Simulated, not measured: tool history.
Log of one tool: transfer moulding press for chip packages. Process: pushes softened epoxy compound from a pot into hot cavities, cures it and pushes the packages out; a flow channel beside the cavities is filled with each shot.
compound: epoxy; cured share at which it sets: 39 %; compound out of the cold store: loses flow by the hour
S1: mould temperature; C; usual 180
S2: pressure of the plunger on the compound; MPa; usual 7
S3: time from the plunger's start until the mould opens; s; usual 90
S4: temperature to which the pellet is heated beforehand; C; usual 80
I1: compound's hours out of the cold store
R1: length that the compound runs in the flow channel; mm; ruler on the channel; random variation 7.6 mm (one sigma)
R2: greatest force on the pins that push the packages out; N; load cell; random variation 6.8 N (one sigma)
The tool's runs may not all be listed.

run	day	S1	S2	S3	S4	I1	R1	R2
1	0	180	7	90	80	39.2	833	389
2	2.825	180	7	90	80	46.2	788	394
3	6.008	180	7	90	80	21.5	862	459
4	7.571	180	7	90	80	12.3	904	366
5	9.804	180	6.66	90	80	44.4	765	291
6	12.571	180	7	90	80	30	800	296
7	15.5	182	7	90	80	34.5	769	280
8	18.496	182	7	90	80	16.7	936	301
9	22.108	182	7	90	80	28.3	898	362
10	25.021	182	7	90	80	14.4	930	379
11	27.204	183	7	90	80	9.6	943	294
12	29.971	183	7	90	80	14.9	901	282
13	32.638	183	7	90	80	28.2	852	260
14	35.704	183	7	125	84	44.7	770	204
15	38.888	172	7	125	84	18.9	876	303
16	41.688	172	7	125	84	38.4	799	292
17	44.825	172	7	119	84	18.4	967	374
18	48.296	187	7	90	78	25.8	888	292
19	51.833	180	8.27	119	80	19.1	993	319
20	53.929	180	8.27	119	80	46.8	870	286
21	56.342	180	8.27	119	80	18	967	278
22	58.7	180	8.27	119	80	41.8	889	259
23	61.004	180	6.81	83	80	31.5	813	404
24	63.496	173	5.95	83	80	40.2	736	543
25	65.75	173	5.95	83	80	43.7	728	887

Taken out of this log: 27 entries between the listed runs. Where each belongs, and how the hidden state differs across it:
Between runs 1 and 2: cavities cleaned with cleaning compound and waxed (day 1.483)
  true mould temperature over the reading, C: -0.18 -> -0.23; pressure that reaches the compound, % of what is set: 91.35 -> 89.09; grip of the stained cavities, % over clean ones': 41 -> 47.3
  measured less the result without the state, R1: -38 -> -46 mm; R2: +115 -> +132 N
Between runs 2 and 3: cavities cleaned with cleaning compound and waxed (day 4.221)
  true mould temperature over the reading, C: -0.23 -> -0.28; pressure that reaches the compound, % of what is set: 89.09 -> 86.44; grip of the stained cavities, % over clean ones': 47.3 -> 51.7
  measured less the result without the state, R1: -46 -> -65 mm; R2: +132 -> +160 N
Between runs 3 and 4: cavities cleaned with cleaning compound and waxed (day 7.046)
  true mould temperature over the reading, C: -0.28 -> -0.31; pressure that reaches the compound, % of what is set: 86.44 -> 85.13; grip of the stained cavities, % over clean ones': 51.7 -> 21.8
  measured less the result without the state, R1: -65 -> -74 mm; R2: +160 -> +74 N
Between runs 4 and 5: cavities cleaned with cleaning compound and waxed (day 9.804)
  true mould temperature over the reading, C: -0.31 -> -0.35; pressure that reaches the compound, % of what is set: 85.13 -> 83.22; grip of the stained cavities, % over clean ones': 21.8 -> 1.1
  measured less the result without the state, R1: -74 -> -73 mm; R2: +74 -> +10 N
Between runs 5 and 6: cavities cleaned with cleaning compound and waxed (day 12.571)
  true mould temperature over the reading, C: -0.35 -> -0.4; pressure that reaches the compound, % of what is set: 83.22 -> 80.67; grip of the stained cavities, % over clean ones': 1.1 -> 2.8
  measured less the result without the state, R1: -73 -> -89 mm; R2: +10 -> +16 N
Between runs 6 and 7: cavities cleaned with cleaning compound and waxed (day 15.354)
  true mould temperature over the reading, C: -0.4 -> -0.45; pressure that reaches the compound, % of what is set: 80.67 -> 78.02; grip of the stained cavities, % over clean ones': 2.8 -> 11.1
  measured less the result without the state, R1: -89 -> -101 mm; R2: +16 -> +34 N
Between runs 7 and 8: plunger's sealing rings changed (day 16.729); cavities cleaned with cleaning compound and waxed (day 18.283)
  true mould temperature over the reading, C: -0.45 -> -0.51; pressure that reaches the compound, % of what is set: 78.02 -> 97.98; grip of the stained cavities, % over clean ones': 11.1 -> 9.1
  measured less the result without the state, R1: -101 -> -8 mm; R2: +34 -> +34 N
Between runs 8 and 9: cavities cleaned with cleaning compound and waxed (day 21.104)
  true mould temperature over the reading, C: -0.51 -> -0.58; pressure that reaches the compound, % of what is set: 97.98 -> 94.98; grip of the stained cavities, % over clean ones': 9.1 -> 40.1
  measured less the result without the state, R1: -8 -> -21 mm; R2: +34 -> +112 N
Between runs 9 and 10: cavities cleaned with cleaning compound and waxed (day 23.921); mould's thermocouples calibrated (day 24.592)
  true mould temperature over the reading, C: -0.58 -> -1.05; pressure that reaches the compound, % of what is set: 94.98 -> 92.63; grip of the stained cavities, % over clean ones': 40.1 -> 37
  measured less the result without the state, R1: -21 -> -33 mm; R2: +112 -> +122 N
Between runs 10 and 11: cavities cleaned with cleaning compound and waxed (day 26.929)
  true mould temperature over the reading, C: -1.05 -> -1.1; pressure that reaches the compound, % of what is set: 92.63 -> 90.87; grip of the stained cavities, % over clean ones': 37 -> 10.7
  measured less the result without the state, R1: -33 -> -42 mm; R2: +122 -> +47 N
Between runs 11 and 12: cavities cleaned with cleaning compound and waxed (day 29.825)
  true mould temperature over the reading, C: -1.1 -> -1.15; pressure that reaches the compound, % of what is set: 90.87 -> 88.54; grip of the stained cavities, % over clean ones': 10.7 -> 8.4
  measured less the result without the state, R1: -42 -> -53 mm; R2: +47 -> +41 N
Between runs 12 and 13: cavities cleaned with cleaning compound and waxed (day 32.529)
  true mould temperature over the reading, C: -1.15 -> -1.2; pressure that reaches the compound, % of what is set: 88.54 -> 86.22; grip of the stained cavities, % over clean ones': 8.4 -> 5.8
  measured less the result without the state, R1: -53 -> -62 mm; R2: +41 -> +31 N
Between runs 13 and 14: cavities cleaned with cleaning compound and waxed (day 35.325)
  true mould temperature over the reading, C: -1.2 -> -1.25; pressure that reaches the compound, % of what is set: 86.22 -> 83.78; grip of the stained cavities, % over clean ones': 5.8 -> 20.2
  measured less the result without the state, R1: -62 -> -67 mm; R2: +31 -> +37 N
Between runs 14 and 15: mould's thermocouples calibrated, once more (day 37.883); cavities cleaned with cleaning compound and waxed (day 38.371)
  true mould temperature over the reading, C: -1.25 -> -0.06; pressure that reaches the compound, % of what is set: 83.78 -> 81.14; grip of the stained cavities, % over clean ones': 20.2 -> 21.1
  measured less the result without the state, R1: -67 -> -96 mm; R2: +37 -> +54 N
Between runs 15 and 16: cavities cleaned with cleaning compound and waxed (day 41.092)
  true mould temperature over the reading, C: -0.06 -> -0.11; pressure that reaches the compound, % of what is set: 81.14 -> 78.92; grip of the stained cavities, % over clean ones': 21.1 -> 24.7
  measured less the result without the state, R1: -96 -> -99 mm; R2: +54 -> +59 N
Between runs 16 and 17: plunger's sealing rings changed (day 43.033); cavities cleaned with cleaning compound and waxed (day 43.904)
  true mould temperature over the reading, C: -0.11 -> -0.17; pressure that reaches the compound, % of what is set: 78.92 -> 98.4; grip of the stained cavities, % over clean ones': 24.7 -> 33.1
  measured less the result without the state, R1: -99 -> -8 mm; R2: +59 -> +98 N
Between runs 17 and 18: cavities cleaned with cleaning compound and waxed (day 46.783)
  true mould temperature over the reading, C: -0.17 -> -0.24; pressure that reaches the compound, % of what is set: 98.4 -> 95.52; grip of the stained cavities, % over clean ones': 33.1 -> 51
  measured less the result without the state, R1: -8 -> -20 mm; R2: +98 -> +99 N
Between runs 18 and 19: cavities cleaned with cleaning compound and waxed (day 49.488)
  true mould temperature over the reading, C: -0.24 -> -0.31; pressure that reaches the compound, % of what is set: 95.52 -> 92.44; grip of the stained cavities, % over clean ones': 51 -> 67.1
  measured less the result without the state, R1: -20 -> -39 mm; R2: +99 -> +128 N
Between runs 19 and 20: cavities cleaned with cleaning compound and waxed (day 52.208)
  true mould temperature over the reading, C: -0.31 -> -0.35; pressure that reaches the compound, % of what is set: 92.44 -> 90.79; grip of the stained cavities, % over clean ones': 67.1 -> 56.9
  measured less the result without the state, R1: -39 -> -42 mm; R2: +128 -> +105 N
Between runs 20 and 21: cavities cleaned with cleaning compound and waxed (day 54.904)
  true mould temperature over the reading, C: -0.35 -> -0.39; pressure that reaches the compound, % of what is set: 90.79 -> 88.79; grip of the stained cavities, % over clean ones': 56.9 -> 46.5
  measured less the result without the state, R1: -42 -> -58 mm; R2: +105 -> +92 N
Between runs 21 and 22: cavities cleaned with cleaning compound and waxed (day 57.821)
  true mould temperature over the reading, C: -0.39 -> -0.43; pressure that reaches the compound, % of what is set: 88.79 -> 86.91; grip of the stained cavities, % over clean ones': 46.5 -> 37.3
  measured less the result without the state, R1: -58 -> -63 mm; R2: +92 -> +72 N
Between runs 22 and 23: cavities cleaned with cleaning compound and waxed (day 60.712)
  true mould temperature over the reading, C: -0.43 -> -0.48; pressure that reaches the compound, % of what is set: 86.91 -> 84.97; grip of the stained cavities, % over clean ones': 37.3 -> 12
  measured less the result without the state, R1: -63 -> -68 mm; R2: +72 -> +55 N
Between runs 23 and 24: cavities cleaned with cleaning compound and waxed (day 63.496)
  true mould temperature over the reading, C: -0.48 -> -0.53; pressure that reaches the compound, % of what is set: 84.97 -> 82.75; grip of the stained cavities, % over clean ones': 12 -> 0.7
  measured less the result without the state, R1: -68 -> -72 mm; R2: +55 -> +20 N
